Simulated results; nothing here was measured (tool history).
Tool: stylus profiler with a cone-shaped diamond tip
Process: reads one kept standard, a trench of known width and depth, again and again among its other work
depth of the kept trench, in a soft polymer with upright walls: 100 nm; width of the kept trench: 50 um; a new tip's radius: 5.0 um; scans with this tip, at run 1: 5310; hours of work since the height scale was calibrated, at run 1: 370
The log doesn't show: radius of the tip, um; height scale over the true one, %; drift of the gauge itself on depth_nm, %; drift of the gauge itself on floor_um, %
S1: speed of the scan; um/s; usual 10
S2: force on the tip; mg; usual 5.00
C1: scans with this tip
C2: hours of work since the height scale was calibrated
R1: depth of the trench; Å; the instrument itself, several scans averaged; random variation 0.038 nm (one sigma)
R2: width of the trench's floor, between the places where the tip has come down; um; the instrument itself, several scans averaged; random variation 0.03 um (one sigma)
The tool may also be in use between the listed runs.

run   hour  S1     S2     C1   C2      R1     R2
  1    0.0  10   5.00   5310  370  1023.6  47.97
  2   31.7  10   3.10   5638  393  1017.2  48.00
  3   90.4  10   3.10   6245  435  1017.9  48.01
  4  116.2  10   3.10   6511  454  1016.9  47.93
  5  148.7  10   3.10   6848  477  1017.2  47.99
  6  195.7  10   3.10   7333  511  1016.7  47.95
  7  249.3  10   3.10   7888  550  1017.4  47.98
  8  307.3   7   5.00   8488  592  1024.0  48.01
  9  331.2  10  12.55   8735  609  1044.4  47.96
 10  371.5  17  12.55   9152  638  1044.7  47.93
 11  406.5  17  12.55   9514  663  1044.3  47.98
 12  443.2  12   5.00   9893  689  1023.9  47.94
 13  483.6  12   5.00  10311  719  1023.6  47.98
 14  541.9  12   4.75  10915  761  1022.8  47.96
 15  577.6  12   4.75  11283  786  1023.4  47.97
 16  606.1  12   4.75  11579  807  1023.2  47.96
 17  665.2   2  11.94  12189  850  1043.3  48.00
 18  689.0   2   9.78  12436  867  1038.1  48.01
 19  747.8   2   9.78  13043  909  1037.0  47.97
 20  804.7  29   6.14  13632  950  1027.6  47.94

The next listed run, before its measurement:
 21  858.6  16  4.74  14190  989   ?   ?

R1: 1023.0 Å
R2: 47.96 um
Without the tool's hidden state the same run would have given R1 1022.9 Å, R2 47.97 um.
